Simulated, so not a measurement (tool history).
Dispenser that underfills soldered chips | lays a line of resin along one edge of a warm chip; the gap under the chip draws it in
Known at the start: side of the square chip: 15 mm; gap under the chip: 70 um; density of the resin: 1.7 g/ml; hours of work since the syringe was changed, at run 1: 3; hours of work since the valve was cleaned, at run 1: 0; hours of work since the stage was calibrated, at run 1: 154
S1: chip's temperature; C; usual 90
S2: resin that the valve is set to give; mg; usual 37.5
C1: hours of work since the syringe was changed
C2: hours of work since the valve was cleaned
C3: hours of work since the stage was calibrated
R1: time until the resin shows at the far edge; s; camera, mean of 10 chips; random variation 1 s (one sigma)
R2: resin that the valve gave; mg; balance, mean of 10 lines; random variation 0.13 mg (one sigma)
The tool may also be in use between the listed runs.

run	day	S1	S2	C1	C2	C3	R1	R2
1	0	90	37.5	3	0	154	117.4	37.84
# day 0.175: new syringe of resin
2	0.267	88	37.5	1	4	158	120.8	37.65
3	0.525	90	37.5	6	9	162	130.4	37.64
# day 0.562: new syringe of resin
4	0.796	90	37.5	4	13	166	122.9	37.55
# day 0.942: new syringe of resin
5	1.079	103	37.5	2	17	171	67.8	37.56
# day 1.325: new syringe of resin
6	1.375	103	32.7	1	22	175	69.6	32.5
7	1.671	90	37.5	6	26	180	131.5	37.33
# day 1.708: new syringe of resin
8	1.842	90	37.5	2	29	183	114.8	37.22
9	1.996	90	37.5	5	31	185	125.5	37.41
# day 2.096: new syringe of resin
10	2.221	90	37.5	2	35	189	111.4	37.13
11	2.425	99	37.5	5	38	192	88.1	36.93
# day 2.488: new syringe of resin
12	2.583	99	37.5	2	41	194	78.7	36.91
13	2.717	99	37.5	4	43	196	83.3	36.78
# day 2.879: new syringe of resin
# day 2.958: dispensing valve cleaned and set on the balance
14	3.054	99	37.5	2	2	201	80.7	37.35
# day 3.296: new syringe of resin
15	3.367	99	37.5	1	6	206	77.9	37.43
# day 3.675: new syringe of resin
16	3.679	99	37.5	0	11	211	73.8	37.17
17	3.925	99	37.5	4	15	215	87.1	37.36
# day 4.062: new syringe of resin
18	4.196	99	37.5	2	19	219	83.4	37.09
19	4.408	100	34.8	6	23	222	90	34.24
# day 4.45: new syringe of resin
20	4.696	100	45.6	4	27	227	81.8	45.19
# day 4.825: new syringe of resin
21	4.958	76	37.5	2	31	231	213	36.98
# day 5.212: new syringe of resin
22	5.238	94	33.4	0	35	235	96.9	32.67
23	5.446	90	35.2	4	39	238	128.2	34.54
# day 5.596: new syringe of resin
24	5.696	96	34	2	43	242	94.3	33.22
# day 5.921: dispensing valve cleaned and set on the balance
25	5.95	79	42.3	5	0	246	202.6	42.44
# day 6.012: new syringe of resin
26	6.175	79	47.4	3	4	249	188.6	47.06
27	6.362	102	45.9	6	7	252	81.4	45.93
# day 6.4: new syringe of resin
28	6.562	102	45.9	3	10	255	73	45.53
29	6.717	78	41.2	5	12	257	222.2	41.09
# day 6.783: new syringe of resin
30	6.917	78	41.2	2	15	260	193.4	41.04
# day 7.162: new syringe of resin
31	7.162	92	46.8	0	19	264	96.5	46.66
32	7.396	79	46.8	4	23	268	194.8	46.55
# day 7.546: new syringe of resin
33	7.546	79	46.8	0	25	270	171.7	46.25
34	7.742	83	44	3	28	273	163.3	43.61
# day 7.925: new syringe of resin
35	8.029	89	39.6	2	33	278	121.7	39.07
36	8.229	81	40.3	5	36	281	195.5	39.56

3 ways to go on from here, each from the tool as it stands after run 36. What would each give?
# day 8.308: new syringe of resin
A	8.371	94	34.8	1	38	283	?	?
# day 8.308: new syringe of resin
B	8.371	94	37.5	1	38	283	?	?
# day 8.308: new syringe of resin
C	8.371	85	35.9	1	38	283	?	?

run	R1	R2
A	99.4	34.27
B	97.6	36.91
C	141.7	35.02
Without the tool's hidden state the same runs would have given:
run	R1	R2
A	87.2	34.76
B	85.6	37.43
C	123.7	35.51
